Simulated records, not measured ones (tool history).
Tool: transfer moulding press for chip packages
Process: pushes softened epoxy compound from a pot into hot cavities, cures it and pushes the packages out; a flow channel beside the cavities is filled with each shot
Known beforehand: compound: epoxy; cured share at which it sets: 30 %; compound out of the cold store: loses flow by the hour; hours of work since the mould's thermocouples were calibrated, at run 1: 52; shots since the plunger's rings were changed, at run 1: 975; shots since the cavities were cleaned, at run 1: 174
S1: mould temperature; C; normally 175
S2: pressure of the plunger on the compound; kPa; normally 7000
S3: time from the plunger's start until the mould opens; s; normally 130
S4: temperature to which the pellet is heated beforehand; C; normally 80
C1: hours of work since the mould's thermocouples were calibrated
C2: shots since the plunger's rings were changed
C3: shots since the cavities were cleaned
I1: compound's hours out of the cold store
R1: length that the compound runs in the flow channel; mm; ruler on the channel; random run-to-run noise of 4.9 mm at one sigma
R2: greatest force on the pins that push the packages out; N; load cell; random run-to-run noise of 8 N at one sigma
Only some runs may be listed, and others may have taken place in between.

run 1 hour=0 | S1=175 S2=7000 S3=130 S4=80 | C1=52 C2=975 C3=174 | I1=35.7 | R1=549 R2=360
run 2 hour=52 | S1=175 S2=7000 S3=130 S4=80 | C1=82 C2=1393 C3=592 | I1=18.7 | R1=602 R2=361
run 3 hour=87.5 | S1=175 S2=7000 S3=130 S4=80 | C1=103 C2=1678 C3=877 | I1=17.6 | R1=595 R2=355
-- hour=113.1 cavities cleaned with cleaning compound and waxed
run 4 hour=113.7 | S1=175 S2=7000 S3=130 S4=79 | C1=117 C2=1877 C3=5 | I1=11.7 | R1=625 R2=352
run 5 hour=141.5 | S1=175 S2=7000 S3=130 S4=79 | C1=133 C2=2100 C3=228 | I1=8.3 | R1=638 R2=359
run 6 hour=166.2 | S1=175 S2=7000 S3=130 S4=79 | C1=148 C2=2298 C3=426 | I1=19.5 | R1=593 R2=363
run 7 hour=212.3 | S1=175 S2=7000 S3=130 S4=79 | C1=175 C2=2669 C3=797 | I1=32.9 | R1=549 R2=356
run 8 hour=235.1 | S1=175 S2=7000 S3=130 S4=79 | C1=188 C2=2852 C3=980 | I1=14.3 | R1=613 R2=360
-- hour=248 cavities cleaned with cleaning compound and waxed
run 9 hour=283.2 | S1=175 S2=7000 S3=151 S4=79 | C1=216 C2=3227 C3=283 | I1=35.8 | R1=547 R2=335
-- hour=296 plunger's sealing rings changed
run 10 hour=340.4 | S1=175 S2=7000 S3=151 S4=79 | C1=248 C2=357 C3=722 | I1=44.6 | R1=529 R2=333
-- hour=388.1 cavities cleaned with cleaning compound and waxed
run 11 hour=392.5 | S1=175 S2=7000 S3=151 S4=79 | C1=277 C2=764 C3=35 | I1=38.4 | R1=535 R2=328
run 12 hour=423 | S1=177 S2=7000 S3=138 S4=80 | C1=295 C2=1009 C3=280 | I1=27.2 | R1=564 R2=334
run 13 hour=465 | S1=177 S2=7000 S3=138 S4=80 | C1=320 C2=1347 C3=618 | I1=18.1 | R1=589 R2=349
run 14 hour=502.4 | S1=173 S2=7620 S3=120 S4=79 | C1=341 C2=1647 C3=918 | I1=31.9 | R1=590 R2=420
-- hour=523.6 cavities cleaned with cleaning compound and waxed
run 15 hour=547.3 | S1=173 S2=7620 S3=120 S4=79 | C1=367 C2=1996 C3=190 | I1=17.4 | R1=631 R2=428
run 16 hour=589.7 | S1=180 S2=7770 S3=120 S4=79 | C1=392 C2=2336 C3=530 | I1=10.3 | R1=640 R2=337
run 17 hour=642.6 | S1=180 S2=7000 S3=162 S4=80 | C1=422 C2=2762 C3=956 | I1=20.8 | R1=584 R2=325
-- hour=659.5 cavities cleaned with cleaning compound and waxed
run 18 hour=676 | S1=180 S2=6150 S3=113 S4=80 | C1=441 C2=3018 C3=132 | I1=8.3 | R1=575 R2=354

Each row is a separate what-if for the run after 18, all from the same tool condition, not one after another. Results?
-- hour=712.3 plunger's sealing rings changed
run A hour=723.9 | S1=175 S2=7930 S3=131 S4=80 | C1=468 C2=93 C3=497 | I1=43.4 | R1=? R2=?
-- hour=712.3 plunger's sealing rings changed
run B hour=723.9 | S1=168 S2=7000 S3=130 S4=80 | C1=468 C2=93 C3=497 | I1=45.9 | R1=? R2=?
-- hour=712.3 plunger's sealing rings changed
run C hour=723.9 | S1=172 S2=6270 S3=113 S4=77 | C1=468 C2=93 C3=497 | I1=36.5 | R1=? R2=?
-- hour=712.3 plunger's sealing rings changed
run D hour=723.9 | S1=175 S2=6070 S3=125 S4=75 | C1=468 C2=93 C3=497 | I1=12.7 | R1=? R2=?

run=A R1=552 R2=349
run=B R1=538 R2=470
run=C R1=518 R2=473
run=D R1=570 R2=369
With the hidden condition removed and each run's random variation left untouched, the same runs would have given:
run=A R1=552 R2=345
run=B R1=538 R2=466
run=C R1=518 R2=469
run=D R1=570 R2=366
